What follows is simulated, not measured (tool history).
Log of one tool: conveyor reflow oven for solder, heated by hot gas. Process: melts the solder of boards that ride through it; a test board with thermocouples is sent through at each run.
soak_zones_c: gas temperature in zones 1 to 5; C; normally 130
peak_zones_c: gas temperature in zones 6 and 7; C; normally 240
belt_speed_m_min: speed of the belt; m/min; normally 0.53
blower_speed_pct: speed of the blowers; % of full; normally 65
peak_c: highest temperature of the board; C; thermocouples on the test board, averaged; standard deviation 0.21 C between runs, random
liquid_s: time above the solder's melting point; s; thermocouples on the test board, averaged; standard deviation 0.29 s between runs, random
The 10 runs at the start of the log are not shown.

| run | day | soak_zones_c | peak_zones_c | belt_speed_m_min | blower_speed_pct | hours of work since the flux was cleaned out | hours of work since the belt drive was overhauled | hours of work since the thermocouples were changed | peak_c | liquid_s |
|---|---|---|---|---|---|---|---|---|---|---|
|  | 8.133 | thermocouples of zones 6 and 7 changed |
| 11 | 8.396 | 130 | 240 | 0.53 | 65 | 72 | 284 | 5 | 216.6 | 55.1 |
| 12 | 9.088 | 130 | 240 | 0.53 | 65 | 85 | 297 | 18 | 216.4 | 54.6 |
| 13 | 10.2 | 130 | 240 | 0.53 | 65 | 106 | 318 | 39 | 216.5 | 55.3 |
| 14 | 11 | 130 | 240 | 0.524 | 65 | 121 | 333 | 54 | 217 | 56.1 |
| 15 | 11.912 | 130 | 240 | 0.424 | 65 | 138 | 350 | 71 | 224.5 | 78.4 |
| 16 | 12.671 | 130 | 241 | 0.44 | 65 | 152 | 364 | 85 | 224.3 | 75 |
| 17 | 13.188 | 144 | 251 | 0.567 | 65 | 162 | 374 | 95 | 226.1 | 62.7 |
| 18 | 14.167 | 131 | 240 | 0.53 | 83 | 180 | 392 | 113 | 220.9 | 59.5 |
| 19 | 14.971 | 131 | 240 | 0.53 | 83 | 195 | 407 | 128 | 220.7 | 59.8 |
|  | 15.529 | flux residue cleaned out of gas plates and filters |
| 20 | 15.808 | 131 | 240 | 0.53 | 83 | 5 | 419 | 140 | 220.9 | 59.5 |
| 21 | 16.492 | 127 | 240 | 0.53 | 83 | 18 | 432 | 153 | 219.8 | 57.7 |
| 22 | 17.025 | 127 | 240 | 0.53 | 83 | 28 | 442 | 163 | 220 | 57.6 |
| 23 | 17.796 | 130 | 240 | 0.476 | 74 | 42 | 456 | 177 | 222.5 | 67.5 |
| 24 | 18.379 | 122 | 240 | 0.565 | 65 | 53 | 467 | 188 | 212 | 45.1 |
| 25 | 19.375 | 122 | 238 | 0.512 | 65 | 72 | 486 | 207 | 214.6 | 52.9 |
| 26 | 19.879 | 135 | 240 | 0.529 | 65 | 81 | 495 | 216 | 217.8 | 57.5 |
| 27 | 20.779 | 120 | 239 | 0.529 | 65 | 98 | 512 | 233 | 213.4 | 49.7 |
| 28 | 21.638 | 133 | 233 | 0.469 | 78 | 114 | 528 | 249 | 218.1 | 66.6 |
| 29 | 22.446 | 133 | 233 | 0.469 | 78 | 130 | 543 | 264 | 218 | 66.6 |
| 30 | 23.4 | 133 | 233 | 0.469 | 78 | 147 | 561 | 282 | 217.8 | 66.9 |

Consider 5 possible next runs. They are alternatives, not a sequence: every one starts from the tool as it was left by run 30. What does each give?
| A | 24.154 | 130 | 254 | 0.47 | 65 | 162 | 575 | 296 | ? | ? |
| B | 24.154 | 120 | 231 | 0.469 | 65 | 162 | 575 | 296 | ? | ? |
| C | 24.154 | 130 | 236 | 0.53 | 65 | 162 | 575 | 296 | ? | ? |
| D | 24.154 | 131 | 240 | 0.431 | 85 | 162 | 575 | 296 | ? | ? |
| E | 24.154 | 130 | 229 | 0.53 | 52 | 162 | 575 | 296 | ? | ? |

| run | peak_c | liquid_s |
|---|---|---|
| A | 233.4 | 76 |
| B | 211.3 | 54.8 |
| C | 213.1 | 52.3 |
| D | 227.7 | 80 |
| E | 203.6 | 40.6 |
What these runs would have given with no unlogged condition in the tool:
| run | peak_c | liquid_s |
|---|---|---|
| A | 233.4 | 76 |
| B | 211.3 | 54.8 |
| C | 213.2 | 52.3 |
| D | 227.7 | 79.9 |
| E | 203.6 | 40.6 |

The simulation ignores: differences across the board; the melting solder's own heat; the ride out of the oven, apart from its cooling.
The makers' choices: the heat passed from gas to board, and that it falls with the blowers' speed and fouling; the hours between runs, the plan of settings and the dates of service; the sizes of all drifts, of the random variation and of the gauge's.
